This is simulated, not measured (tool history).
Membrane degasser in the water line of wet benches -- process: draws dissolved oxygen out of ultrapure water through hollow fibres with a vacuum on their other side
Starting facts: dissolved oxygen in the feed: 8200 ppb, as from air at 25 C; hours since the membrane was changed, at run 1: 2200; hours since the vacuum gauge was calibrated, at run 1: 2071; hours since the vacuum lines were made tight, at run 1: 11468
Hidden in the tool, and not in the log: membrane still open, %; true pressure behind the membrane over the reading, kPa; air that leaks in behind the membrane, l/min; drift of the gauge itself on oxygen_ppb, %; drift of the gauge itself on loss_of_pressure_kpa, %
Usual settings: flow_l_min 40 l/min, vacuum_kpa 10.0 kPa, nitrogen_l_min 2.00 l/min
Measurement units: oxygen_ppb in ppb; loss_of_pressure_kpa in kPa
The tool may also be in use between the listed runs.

run,hour,flow_l_min,vacuum_kpa,nitrogen_l_min,hours since the membrane was changed,hours since the vacuum gauge was calibrated,hours since the vacuum lines were made tight,oxygen_ppb,loss_of_pressure_kpa
1,0.0,40,10.0,2.00,2200,2071,11468,303.8,30.93
2,43.0,40,8.7,2.00,2243,2114,11511,249.1,31.08
3,97.9,40,10.0,2.00,2298,2169,11566,307.2,30.92
4,135.0,40,10.0,1.43,2335,2206,11603,402.8,30.99
5,197.6,40,10.0,1.43,2397,2268,11666,403.2,30.49
6,243.1,40,10.0,3.55,2443,2314,11711,186.1,31.01
7,281.0,40,10.0,2.00,2481,2352,11749,305.1,30.91
8,320.0,40,10.0,2.00,2520,2391,11788,307.4,30.91
9,374.3,40,6.4,2.00,2574,2445,11843,151.4,31.14
10,407.8,40,6.4,2.00,2607,2479,11876,152.5,31.07
11,467.6,40,10.3,2.00,2667,2538,11936,324.7,31.26
12,521.6,40,10.3,2.00,2721,2592,11990,317.0,31.00
13,559.7,40,10.3,2.00,2759,2631,12028,316.8,30.92
14,589.3,40,10.0,2.00,2789,2660,12058,304.6,30.99
15,648.4,38,21.0,1.15,2848,2719,12117,1100.0,29.85
16,705.6,58,11.7,3.16,2905,2776,12174,355.7,45.30
17,749.4,58,11.7,3.16,2949,2820,12218,352.8,45.07
18,808.4,58,11.7,3.16,3008,2879,12277,353.7,45.12
19,868.8,58,11.7,3.16,3069,2940,12337,352.1,45.23
20,915.5,58,11.7,3.16,3115,2986,12384,356.4,45.20
21,963.0,46,23.3,2.00,3163,3034,12431,922.9,35.88
22,1009.7,46,23.3,2.00,3209,3081,12478,934.6,35.98
23,1070.6,49,9.1,2.00,3270,3141,12539,318.1,37.96

The next listed run, before its measurement:
24,1127.6,55,11.0,3.17,3327,3199,12596,?,?

{"run 24": {"oxygen_ppb": 314.1, "loss_of_pressure_kpa": 43.18}}
Take away the tool's hidden state, keep the run-to-run variation as it was, and the same run would have given oxygen_ppb 305.9 ppb, loss_of_pressure_kpa 42.36 kPa.

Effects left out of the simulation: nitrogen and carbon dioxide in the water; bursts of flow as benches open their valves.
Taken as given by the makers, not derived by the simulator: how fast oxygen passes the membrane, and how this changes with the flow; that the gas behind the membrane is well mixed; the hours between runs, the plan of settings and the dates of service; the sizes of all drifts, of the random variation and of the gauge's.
